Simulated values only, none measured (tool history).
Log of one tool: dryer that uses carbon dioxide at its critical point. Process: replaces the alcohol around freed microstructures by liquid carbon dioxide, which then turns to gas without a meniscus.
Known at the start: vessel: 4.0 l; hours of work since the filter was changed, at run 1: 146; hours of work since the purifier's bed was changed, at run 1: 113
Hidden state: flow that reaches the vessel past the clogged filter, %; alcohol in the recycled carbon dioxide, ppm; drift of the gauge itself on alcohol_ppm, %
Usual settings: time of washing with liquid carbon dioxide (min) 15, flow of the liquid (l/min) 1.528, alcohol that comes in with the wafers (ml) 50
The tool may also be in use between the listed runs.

run	hour	time of washing with liquid carbon dioxide (min)	flow of the liquid (l/min)	alcohol that comes in with the wafers (ml)	hours of work since the filter was changed	hours of work since the purifier's bed was changed	alcohol left in the vessel before it's heated (ppm by volume)
1	0.0	15	1.528	50	146	113	89
2	5.4	15	1.528	50	148	115	85
3	15.9	15	1.528	50	151	118	86
4	25.1	15	1.528	50	154	121	92
5	34.5	15	1.528	50	157	125	97
6	42.6	15	0.970	50	160	127	452
7	52.4	15	1.528	50	163	130	90
8	59.3	15	1.528	67	165	133	119
9	69.7	15	1.528	30	169	136	59
10	79.9	15	1.528	50	172	140	104
11	86.8	15	1.528	50	174	142	98
12	93.0	15	1.528	50	176	144	104
13	102.2	15	1.528	50	179	147	100
14	109.7	15	1.528	50	182	149	104
15	119.9	15	1.528	89	185	153	157
16	125.6	15	1.040	89	187	155	690
17	135.3	15	1.040	89	190	158	688
18	144.4	15	1.040	89	193	161	713
19	149.6	15	1.040	89	195	162	699
20	156.6	15	1.040	89	197	165	730
21	162.1	15	1.040	89	199	167	715
# hour 170.1: inlet filter changed
22	172.0	15	1.528	50	1	170	73
23	177.3	15	1.528	79	2	171	97
24	183.4	17	2.080	48	4	173	31
25	188.3	15	1.780	50	6	175	55
26	193.1	15	1.340	50	8	176	120
27	201.7	15	1.050	72	10	179	416
28	206.6	15	1.528	90	12	181	108
29	213.5	17	1.528	50	14	183	51
30	219.4	10	0.990	50	16	185	1143
31	229.0	10	0.990	50	19	188	1098
32	238.4	20	1.760	30	22	191	30
33	244.8	11	1.760	30	25	194	105
34	253.0	11	1.760	30	27	196	103
35	258.8	20	0.960	47	29	198	141
36	265.7	17	2.220	21	31	200	41
37	270.1	15	0.940	70	33	202	591
38	276.4	14	1.440	95	35	204	215
39	284.2	19	1.440	20	38	206	38
40	293.6	15	1.460	50	41	210	97
41	301.8	10	2.050	56	43	212	136
42	307.5	15	2.050	56	45	214	44
43	313.6	15	1.528	22	47	216	58
44	322.4	13	2.280	50	50	219	53
45	332.2	13	1.940	50	53	222	60
46	339.8	19	0.970	66	56	225	236

4 ways to go on from here, each from the tool as it stands after run 46. What would each give?
A	345.6	18	1.410	80	58	227	?
B	345.6	10	1.220	40	58	227	?
C	345.6	19	1.750	66	58	227	?
D	345.6	13	1.110	50	58	227	?

run	alcohol left in the vessel before it's heated (ppm by volume)
A	82
B	567
C	47
D	436
Without the tool's hidden state the same runs would have given:
run	alcohol left in the vessel before it's heated (ppm by volume)
A	40
B	482
C	12
D	358
